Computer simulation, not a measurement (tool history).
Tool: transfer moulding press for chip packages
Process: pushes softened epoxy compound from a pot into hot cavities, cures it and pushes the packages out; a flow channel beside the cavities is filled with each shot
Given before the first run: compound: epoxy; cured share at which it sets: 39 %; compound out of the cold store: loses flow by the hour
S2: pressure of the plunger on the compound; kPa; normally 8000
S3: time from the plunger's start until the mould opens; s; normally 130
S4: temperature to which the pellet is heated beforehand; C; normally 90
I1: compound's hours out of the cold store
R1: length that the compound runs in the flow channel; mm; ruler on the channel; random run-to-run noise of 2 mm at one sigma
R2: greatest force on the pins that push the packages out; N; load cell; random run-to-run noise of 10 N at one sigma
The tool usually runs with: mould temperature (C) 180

run 1 hour=0 | mould_temperature_(C)=180 S2=8000 S3=130 S4=90 | I1=39.7 | R1=919 R2=610
-- hour=29.4 cavities cleaned with cleaning compound and waxed
run 2 hour=33 | mould_temperature_(C)=180 S2=8000 S3=130 S4=90 | I1=38.7 | R1=922 R2=489
run 3 hour=91.7 | mould_temperature_(C)=180 S2=8000 S3=130 S4=90 | I1=16.2 | R1=967 R2=695
-- hour=98.9 cavities cleaned with cleaning compound and waxed
run 4 hour=124.7 | mould_temperature_(C)=180 S2=8000 S3=130 S4=93 | I1=33.4 | R1=924 R2=568
run 5 hour=156.8 | mould_temperature_(C)=180 S2=8000 S3=130 S4=93 | I1=12.9 | R1=969 R2=712
-- hour=164.8 cavities cleaned with cleaning compound and waxed
run 6 hour=194.6 | mould_temperature_(C)=180 S2=8000 S3=130 S4=93 | I1=24.2 | R1=940 R2=607
run 7 hour=227.3 | mould_temperature_(C)=180 S2=8000 S3=130 S4=93 | I1=22.4 | R1=941 R2=707
-- hour=235.2 cavities cleaned with cleaning compound and waxed
-- hour=302.2 cavities cleaned with cleaning compound and waxed
run 8 hour=302.2 | mould_temperature_(C)=180 S2=8000 S3=130 S4=93 | I1=23.8 | R1=931 R2=477
run 9 hour=333.4 | mould_temperature_(C)=177 S2=7860 S3=130 S4=96 | I1=18.9 | R1=948 R2=745
-- hour=365.7 plunger's sealing rings changed
-- hour=373.7 cavities cleaned with cleaning compound and waxed
run 10 hour=374 | mould_temperature_(C)=175 S2=9850 S3=113 S4=93 | I1=27.3 | R1=1098 R2=921
run 11 hour=434.3 | mould_temperature_(C)=181 S2=8000 S3=164 S4=90 | I1=26.5 | R1=946 R2=560
-- hour=444.7 cavities cleaned with cleaning compound and waxed
run 12 hour=467 | mould_temperature_(C)=181 S2=8000 S3=164 S4=90 | I1=19.3 | R1=964 R2=454
-- hour=511.1 cavities cleaned with cleaning compound and waxed
-- hour=533.3 mould's thermocouples calibrated
run 13 hour=533.3 | mould_temperature_(C)=181 S2=8000 S3=164 S4=90 | I1=40.2 | R1=898 R2=416
-- hour=579 cavities cleaned with cleaning compound and waxed
run 14 hour=595.9 | mould_temperature_(C)=180 S2=8000 S3=122 S4=87 | I1=44.3 | R1=891 R2=556
run 15 hour=639.7 | mould_temperature_(C)=183 S2=8000 S3=123 S4=87 | I1=30.7 | R1=898 R2=602
-- hour=647.5 cavities cleaned with cleaning compound and waxed
run 16 hour=708.9 | mould_temperature_(C)=186 S2=8000 S3=143 S4=87 | I1=21.8 | R1=899 R2=538

Forecast each of these 4 alternatives for the next run:
-- hour=716.2 cavities cleaned with cleaning compound and waxed
run A hour=749.9 | mould_temperature_(C)=187 S2=8160 S3=130 S4=93 | I1=29.9 | R1=? R2=?
-- hour=716.2 cavities cleaned with cleaning compound and waxed
run B hour=749.9 | mould_temperature_(C)=175 S2=7930 S3=159 S4=90 | I1=30.4 | R1=? R2=?
-- hour=716.2 cavities cleaned with cleaning compound and waxed
run C hour=749.9 | mould_temperature_(C)=186 S2=8000 S3=130 S4=90 | I1=45 | R1=? R2=?
-- hour=716.2 cavities cleaned with cleaning compound and waxed
run D hour=749.9 | mould_temperature_(C)=175 S2=8000 S3=139 S4=90 | I1=46.1 | R1=? R2=?

run=A R1=878 R2=452
run=B R1=936 R2=550
run=C R1=844 R2=446
run=D R1=904 R2=676
Without the tool's unlogged condition, the same runs would have read:
run=A R1=914 R2=350
run=B R1=974 R2=427
run=C R1=878 R2=347
run=D R1=940 R2=525

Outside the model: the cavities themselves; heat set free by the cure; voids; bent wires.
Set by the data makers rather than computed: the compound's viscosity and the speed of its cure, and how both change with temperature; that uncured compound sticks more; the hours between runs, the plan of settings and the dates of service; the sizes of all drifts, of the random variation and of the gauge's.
